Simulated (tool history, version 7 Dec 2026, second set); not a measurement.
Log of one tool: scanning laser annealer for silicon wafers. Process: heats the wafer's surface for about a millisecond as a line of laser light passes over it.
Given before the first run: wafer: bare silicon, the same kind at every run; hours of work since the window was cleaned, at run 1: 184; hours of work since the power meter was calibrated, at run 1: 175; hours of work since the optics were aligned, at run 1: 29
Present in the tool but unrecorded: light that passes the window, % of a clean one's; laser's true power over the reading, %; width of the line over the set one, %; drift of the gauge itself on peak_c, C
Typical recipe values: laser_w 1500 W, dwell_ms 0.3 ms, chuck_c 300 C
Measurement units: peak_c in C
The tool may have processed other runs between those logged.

run   hour  laser_w  dwell_ms  chuck_c  hours of work since the window was cleaned  hours of work since the power meter was calibrated  hours of work since the optics were aligned  peak_c
  1      0     1500       0.3      300                                         184                                                 175                                           29    1126
  2      9     1500       0.3      300                                         190                                                 180                                           34    1126
  3   15.9     1500       0.3      300                                         194                                                 185                                           39    1124
  4   23.2     1500       0.3      300                                         199                                                 189                                           43    1123
  5   32.4     1617       0.3      300                                         205                                                 195                                           49    1196
  6     41     1617       0.3      300                                         210                                                 201                                           55    1198
  7   48.1     1573       0.3      300                                         215                                                 205                                           59    1171
  8   62.5     1573       0.3      300                                         224                                                 214                                           68    1168
  9     70     1500       0.3      295                                         229                                                 219                                           73    1120
 10   76.9     1500     0.272      295                                         233                                                 223                                           77    1084
 11   90.4     1276       0.3      300                                         241                                                 232                                           86     987
 12   98.4     1276       0.3      300                                         246                                                 237                                           91     986
 13  109.2     1276       0.3      300                                         253                                                 244                                           98     987
 14  119.4     1276       0.3      300                                         260                                                 250                                          104     989
 15  130.1     1500       0.3      300                                         267                                                 257                                          111    1124
 16  142.2     1500       0.3      300                                         274                                                 265                                          119    1124
 17  155.2     1500       0.3      300                                         282                                                 273                                          127    1124
 18  163.1     1500       0.3      312                                         288                                                 278                                          132    1134
 19  172.7     1500       0.3      312                                         294                                                 284                                          138    1137
 20  180.7     1644     0.309      312                                         299                                                 289                                          143    1238
 21  195.2     1644     0.309      312                                         308                                                 298                                          152    1236
 22    206     1644     0.309      271                                         315                                                 305                                          159    1198
 23  213.5     1500       0.3      298                                         319                                                 310                                          164    1125
 24  220.8     1632     0.225      298                                         324                                                 315                                          169    1091
 25  227.6     1632     0.225      298                                         328                                                 319                                          173    1087
 26    241     1629     0.217      308                                         337                                                 327                                          181    1084
 27    251     1629     0.217      308                                         343                                                 334                                          188    1083
 28    263     1468     0.371      320                                         351                                                 341                                          195    1210
 29  272.2     1468     0.371      337                                         357                                                 347                                          201    1229
 30  287.3     1516       0.3      260                                         366                                                 357                                          211    1092
 31  302.3     1516       0.3      260                                         376                                                 366                                          220    1091
 32  309.9     1504     0.276      268                                         380                                                 371                                          225    1057
 33  318.3     1632     0.252      300                                         386                                                 376                                          230    1135
 34  327.8     1575     0.367      282                                         392                                                 382                                          236    1242
 35  342.8     1575     0.367      282                                         401                                                 392                                          246    1238
 36  353.6     1406     0.215      273                                         408                                                 399                                          253     930
 37  365.5     1406     0.215      273                                         416                                                 406                                          260     927
 38  379.8     1533     0.241      325                                         425                                                 415                                          269    1088

Branching from run 38: 5 alternative next runs. What would each branch give?
  A  394.4     1492      0.26      300                                         434                                                 425                                          278       ?
  B  394.4     1638     0.341      265                                         434                                                 425                                          278       ?
  C  394.4     1406     0.241      325                                         434                                                 425                                          278       ?
  D  394.4     1635     0.369      305                                         434                                                 425                                          278       ?
  E  394.4     1500     0.375      300                                         434                                                 425                                          278       ?

run  peak_c
  A    1065
  B    1231
  C    1015
  D    1307
  E    1214
With the hidden condition removed and each run's random variation left untouched, the same runs would have given:
run  peak_c
  A    1065
  B    1231
  C    1015
  D    1308
  E    1215
